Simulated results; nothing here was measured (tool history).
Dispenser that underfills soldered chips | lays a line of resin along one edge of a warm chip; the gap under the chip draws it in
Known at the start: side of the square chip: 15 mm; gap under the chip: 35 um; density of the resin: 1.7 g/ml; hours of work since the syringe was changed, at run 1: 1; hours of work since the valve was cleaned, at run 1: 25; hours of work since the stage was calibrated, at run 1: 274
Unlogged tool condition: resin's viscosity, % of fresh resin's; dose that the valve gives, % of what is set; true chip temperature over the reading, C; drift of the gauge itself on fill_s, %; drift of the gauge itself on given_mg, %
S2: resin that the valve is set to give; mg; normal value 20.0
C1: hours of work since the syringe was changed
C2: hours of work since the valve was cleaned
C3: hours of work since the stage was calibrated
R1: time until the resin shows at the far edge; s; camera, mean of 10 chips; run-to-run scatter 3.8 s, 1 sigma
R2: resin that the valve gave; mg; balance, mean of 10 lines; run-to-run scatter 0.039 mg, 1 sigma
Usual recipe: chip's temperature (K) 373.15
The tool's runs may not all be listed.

run 1 day=0.000 | chip's_temperature_(K)=373.15 S2=20.0 | C1=1 C2=25 C3=274 | R1=403.0 R2=19.62
-- day=0.367 new syringe of resin
run 2 day=0.488 | chip's_temperature_(K)=373.15 S2=20.0 | C1=2 C2=33 C3=282 | R1=403.2 R2=19.47
-- day=0.825 new syringe of resin
run 3 day=0.933 | chip's_temperature_(K)=373.15 S2=20.0 | C1=2 C2=40 C3=289 | R1=402.7 R2=19.37
-- day=1.262 new syringe of resin
run 4 day=1.262 | chip's_temperature_(K)=373.15 S2=24.5 | C1=0 C2=45 C3=294 | R1=344.7 R2=23.59
-- day=1.375 dispensing valve cleaned and set on the balance
-- day=1.758 new syringe of resin
run 5 day=1.788 | chip's_temperature_(K)=373.15 S2=24.5 | C1=0 C2=7 C3=302 | R1=360.7 R2=24.41
-- day=2.208 new syringe of resin
run 6 day=2.279 | chip's_temperature_(K)=373.15 S2=19.5 | C1=1 C2=15 C3=310 | R1=368.3 R2=19.30
-- day=2.650 new syringe of resin
run 7 day=2.708 | chip's_temperature_(K)=382.15 S2=18.5 | C1=1 C2=22 C3=317 | R1=264.6 R2=18.23
-- day=3.096 new syringe of resin
run 8 day=3.204 | chip's_temperature_(K)=362.15 S2=17.3 | C1=2 C2=30 C3=326 | R1=667.5 R2=16.87
-- day=3.542 new syringe of resin
run 9 day=3.671 | chip's_temperature_(K)=368.15 S2=22.8 | C1=2 C2=38 C3=333 | R1=497.7 R2=22.16
run 10 day=3.896 | chip's_temperature_(K)=368.15 S2=19.4 | C1=6 C2=41 C3=337 | R1=685.4 R2=18.78
-- day=3.992 new syringe of resin
-- day=4.225 dispensing valve cleaned and set on the balance
run 11 day=4.292 | chip's_temperature_(K)=361.15 S2=22.8 | C1=4 C2=1 C3=343 | R1=813.6 R2=22.76

Consider 5 possible next runs. They are alternatives, not a sequence: every one starts from the tool as it was left by run 11. What does each give?
-- day=4.492 new syringe of resin
run A day=4.729 | chip's_temperature_(K)=373.15 S2=19.4 | C1=4 C2=8 C3=350 | R1=? R2=?
-- day=4.492 new syringe of resin
run B day=4.729 | chip's_temperature_(K)=378.15 S2=22.8 | C1=4 C2=8 C3=350 | R1=? R2=?
-- day=4.492 new syringe of resin
run C day=4.729 | chip's_temperature_(K)=373.15 S2=20.5 | C1=4 C2=8 C3=350 | R1=? R2=?
-- day=4.492 new syringe of resin
run D day=4.729 | chip's_temperature_(K)=384.15 S2=18.3 | C1=4 C2=8 C3=350 | R1=? R2=?
-- day=4.492 new syringe of resin
run E day=4.729 | chip's_temperature_(K)=373.15 S2=18.3 | C1=4 C2=8 C3=350 | R1=? R2=?

run=A R1=479.2 R2=19.30
run=B R1=377.3 R2=22.63
run=C R1=473.0 R2=20.39
run=D R1=304.3 R2=18.19
run=E R1=486.9 R2=18.26
The same runs, with their run-to-run variation unchanged, on a tool lacking any hidden condition would have given:
run=A R1=385.2 R2=19.43
run=B R1=302.8 R2=22.78
run=C R1=380.4 R2=20.53
run=D R1=243.3 R2=18.31
run=E R1=391.3 R2=18.38
